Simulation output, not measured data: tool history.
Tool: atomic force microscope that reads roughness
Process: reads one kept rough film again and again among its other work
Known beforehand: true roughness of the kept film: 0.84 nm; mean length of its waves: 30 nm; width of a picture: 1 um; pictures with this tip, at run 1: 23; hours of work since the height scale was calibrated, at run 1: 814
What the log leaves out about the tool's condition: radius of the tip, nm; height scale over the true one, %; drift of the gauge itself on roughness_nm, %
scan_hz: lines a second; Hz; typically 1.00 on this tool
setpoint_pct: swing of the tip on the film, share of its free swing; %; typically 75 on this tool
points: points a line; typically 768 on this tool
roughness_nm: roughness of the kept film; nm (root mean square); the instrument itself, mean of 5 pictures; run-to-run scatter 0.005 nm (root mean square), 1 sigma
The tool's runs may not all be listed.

run	hour	scan_hz	setpoint_pct	points	pictures with this tip	hours of work since the height scale was calibrated	roughness_nm
1	0.0	1.00	75	768	23	814	0.763
2	33.6	1.00	75	768	63	830	0.748
3	62.1	1.00	75	768	96	844	0.740
4	86.8	1.00	75	768	126	856	0.727
5	114.8	1.00	75	706	159	869	0.715
# hour 153.6: new tip fitted
6	173.3	1.00	75	619	24	897	0.766
7	213.2	1.00	75	619	71	917	0.744
8	258.8	1.00	75	619	125	939	0.726
9	315.6	1.00	75	768	192	966	0.702
# hour 328.2: new tip fitted
10	355.3	1.00	75	768	32	985	0.757
11	382.8	1.00	59	768	64	998	0.780
12	419.9	1.00	75	768	108	1016	0.737
13	470.5	1.00	75	768	168	1041	0.713
# hour 502.8: new tip fitted
14	513.0	1.00	75	768	12	1061	0.768
15	567.8	1.00	75	768	77	1088	0.748
16	619.4	1.00	75	768	138	1113	0.715
17	673.6	0.96	75	768	202	1139	0.696
# hour 678.2: new tip fitted
18	723.2	0.96	75	768	53	1162	0.761
19	761.1	0.96	75	768	98	1181	0.743
20	795.0	0.96	75	768	139	1197	0.732
21	833.8	1.00	87	768	185	1216	0.676
# hour 854.1: new tip fitted
22	867.2	1.00	87	302	16	1232	0.726
23	891.8	1.00	64	768	45	1244	0.777
24	915.4	1.00	67	768	73	1255	0.774
25	942.1	1.00	67	768	104	1268	0.747
26	994.9	1.00	82	768	167	1294	0.699
# hour 1027.8: new tip fitted
27	1037.5	1.00	71	274	12	1314	0.769
28	1085.8	0.85	89	359	69	1337	0.709
29	1140.1	1.00	82	768	133	1363	0.717
30	1181.6	1.26	60	712	182	1383	0.737
# hour 1202.6: new tip fitted
31	1218.8	1.26	60	712	19	1401	0.795
32	1250.7	0.84	86	379	57	1417	0.726
# hour 1256.4: height scale calibrated on a step standard
33	1282.0	0.84	86	379	93	12	0.727
34	1311.2	1.75	86	379	127	27	0.650
35	1369.3	1.75	86	379	196	55	0.631
# hour 1376.2: new tip fitted
36	1425.4	1.75	86	379	58	81	0.675
37	1484.0	1.75	86	379	127	110	0.649
38	1521.8	1.89	75	503	172	128	0.679
# hour 1526.8: height scale calibrated on a step standard, once more
# hour 1551.3: new tip fitted
39	1557.7	1.89	75	503	8	15	0.725
40	1602.0	1.89	75	503	61	36	0.702
41	1629.4	3.56	63	701	93	49	0.699
42	1657.4	1.09	68	400	126	63	0.734
43	1686.2	1.27	68	258	160	77	0.707
44	1713.1	1.27	68	258	192	90	0.702
# hour 1725.6: new tip fitted
45	1770.7	0.80	64	925	54	117	0.778
46	1798.8	1.10	87	378	87	131	0.688
47	1823.4	1.83	57	625	116	143	0.733
48	1864.8	0.71	68	625	165	163	0.729
# hour 1897.9: new tip fitted
49	1897.9	0.71	68	625	0	179	0.799

How would selected steps in roughness_nm from run to run divide? Give the signed amount a tool lacking its hidden state would still show from settings, what came in and random variation, and the signed amount left for the hidden state, including any gauge scatter that is not in both of the compared results.
Run 9 -> 10: new tip fitted. roughness_nm +0.055 nm (root mean square): hidden state +0.056, all else -0.001.
Run 30 -> 31: new tip fitted. roughness_nm +0.058 nm (root mean square): hidden state +0.057, all else +0.001.
Run 33 -> 34: scan_hz 0.84 -> 1.75. roughness_nm -0.077 nm (root mean square): hidden state -0.009, all else -0.068.
Run 44 -> 45: scan_hz 1.27 -> 0.80, setpoint_pct 68 -> 64, points 258 -> 925, new tip fitted. roughness_nm +0.076 nm (root mean square): hidden state +0.049, all else +0.027.
Run 45 -> 46: scan_hz 0.80 -> 1.10, setpoint_pct 64 -> 87, points 925 -> 378. roughness_nm -0.090 nm (root mean square): hidden state -0.010, all else -0.080.
Run 48 -> 49: new tip fitted. roughness_nm +0.070 nm (root mean square): hidden state +0.060, all else +0.010.
